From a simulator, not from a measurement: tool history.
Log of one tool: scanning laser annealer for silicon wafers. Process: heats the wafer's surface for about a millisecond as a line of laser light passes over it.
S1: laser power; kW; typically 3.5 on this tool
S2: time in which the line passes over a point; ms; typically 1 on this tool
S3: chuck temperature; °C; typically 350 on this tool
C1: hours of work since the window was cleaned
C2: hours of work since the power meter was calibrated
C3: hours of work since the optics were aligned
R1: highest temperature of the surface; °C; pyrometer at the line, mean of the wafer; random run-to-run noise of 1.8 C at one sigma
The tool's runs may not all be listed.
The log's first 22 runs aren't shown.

run	hour	S1	S2	S3	C1	C2	C3	R1
23	162.6	3.71	1	350	759	104	667	1085
# hour 166.4: laser's power meter calibrated
# hour 172.3: window over the wafer cleaned
24	176.4	3.119	1	365	2	4	671	976
25	186.3	3.119	1	365	6	8	675	979
26	192	3.119	1	365	9	10	678	976
27	201	3.393	1	350	13	14	682	1029
# hour 204.6: laser's power meter calibrated, once more
28	209.8	3.393	1	350	15	2	684	1032
29	217.1	3.45	1.08	350	18	5	688	1077
30	226.2	3.323	0.93	357	22	9	692	1001
31	235.2	3.604	1.03	353	26	13	696	1099
32	240.9	3.604	1.16	364	29	16	698	1153
33	246.6	3.195	0.86	387	31	18	701	977
34	253.1	3.195	0.86	387	34	21	703	976
35	260.1	3.5	1.1	350	37	24	706	1089
36	267.5	3.5	1.1	350	40	28	710	1093
37	272.5	2.983	0.79	388	43	30	712	904
38	277.3	2.983	0.79	388	45	32	714	905
39	284.7	3.831	0.79	388	48	35	717	1104
40	293.5	3.831	0.79	388	52	39	721	1098

Branching from run 40: 5 alternative next runs. What would each branch give?
A	303.8	3.323	1.07	322	56	43	726	?
B	303.8	3.49	0.79	388	56	43	726	?
C	303.8	3.5	0.89	350	56	43	726	?
D	303.8	3.672	1.13	321	56	43	726	?
E	303.8	3.5	0.93	350	56	43	726	?

run	R1
A	1006
B	1020
C	1021
D	1117
E	1032
With no hidden state in the tool, these same runs would have given:
run	R1
A	1022
B	1035
C	1037
D	1136
E	1049

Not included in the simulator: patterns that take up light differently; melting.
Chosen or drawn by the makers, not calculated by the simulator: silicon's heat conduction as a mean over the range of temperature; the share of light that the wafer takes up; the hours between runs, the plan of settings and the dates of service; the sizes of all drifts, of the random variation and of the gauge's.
